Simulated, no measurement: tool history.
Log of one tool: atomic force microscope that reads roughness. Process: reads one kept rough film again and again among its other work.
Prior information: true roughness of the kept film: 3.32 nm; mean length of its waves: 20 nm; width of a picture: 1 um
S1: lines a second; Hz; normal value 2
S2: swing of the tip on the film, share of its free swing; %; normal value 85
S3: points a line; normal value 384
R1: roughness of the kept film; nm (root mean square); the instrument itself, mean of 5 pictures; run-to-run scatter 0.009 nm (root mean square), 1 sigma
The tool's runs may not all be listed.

{"run": 1, "hour": 0.0, "S1": 2, "S2": 85, "S3": 384, "R1": 1.996}
{"run": 2, "hour": 43.5, "S1": 2, "S2": 85, "S3": 384, "R1": 2.006}
{"hour": 64.9, "done": "new tip fitted"}
{"run": 3, "hour": 76.4, "S1": 2, "S2": 85, "S3": 384, "R1": 2.009}
{"run": 4, "hour": 119.6, "S1": 2, "S2": 77, "S3": 384, "R1": 2.115}
{"run": 5, "hour": 152.1, "S1": 0.97, "S2": 85, "S3": 384, "R1": 2.201}
{"hour": 158.0, "done": "new tip fitted"}
{"run": 6, "hour": 219.4, "S1": 0.97, "S2": 85, "S3": 384, "R1": 2.223}
{"hour": 251.1, "done": "new tip fitted"}
{"run": 7, "hour": 252.9, "S1": 2, "S2": 85, "S3": 384, "R1": 2.018}
{"run": 8, "hour": 311.0, "S1": 2, "S2": 85, "S3": 384, "R1": 2}
{"hour": 347.6, "done": "new tip fitted"}
{"run": 9, "hour": 386.3, "S1": 0.62, "S2": 64, "S3": 800, "R1": 2.424}
{"hour": 440.1, "done": "new tip fitted"}
{"run": 10, "hour": 453.9, "S1": 0.68, "S2": 78, "S3": 406, "R1": 2.325}
{"run": 11, "hour": 514.2, "S1": 1.07, "S2": 85, "S3": 384, "R1": 2.194}
{"hour": 537.9, "done": "new tip fitted"}
{"run": 12, "hour": 553.9, "S1": 1.07, "S2": 85, "S3": 384, "R1": 2.203}
{"run": 13, "hour": 595.2, "S1": 1.07, "S2": 85, "S3": 384, "R1": 2.181}
{"hour": 633.5, "done": "new tip fitted"}
{"run": 14, "hour": 664.1, "S1": 3.68, "S2": 75, "S3": 625, "R1": 1.993}
{"hour": 729.3, "done": "new tip fitted"}
{"run": 15, "hour": 735.0, "S1": 0.55, "S2": 68, "S3": 471, "R1": 2.409}
{"run": 16, "hour": 784.6, "S1": 0.55, "S2": 62, "S3": 471, "R1": 2.412}

5 options for the next run, each taken on its own from the tool as it stands now. Forecast them:
{"hour": 822.4, "done": "new tip fitted"}
{"run": "A", "hour": 822.4, "S1": 0.55, "S2": 87, "S3": 733, "R1": "?"}
{"hour": 822.4, "done": "new tip fitted"}
{"run": "B", "hour": 822.4, "S1": 2, "S2": 85, "S3": 430, "R1": "?"}
{"hour": 822.4, "done": "new tip fitted"}
{"run": "C", "hour": 822.4, "S1": 2.72, "S2": 65, "S3": 334, "R1": "?"}
{"hour": 822.4, "done": "new tip fitted"}
{"run": "D", "hour": 822.4, "S1": 2.83, "S2": 65, "S3": 366, "R1": "?"}
{"hour": 822.4, "done": "new tip fitted"}
{"run": "E", "hour": 822.4, "S1": 3.84, "S2": 62, "S3": 435, "R1": "?"}

run=A R1=2.322
run=B R1=2
run=C R1=2.224
run=D R1=2.208
run=E R1=2.193
Stripped of hidden state, with their random variation kept, the same runs would have yielded:
run=A R1=2.323
run=B R1=2.001
run=C R1=2.225
run=D R1=2.209
run=E R1=2.194
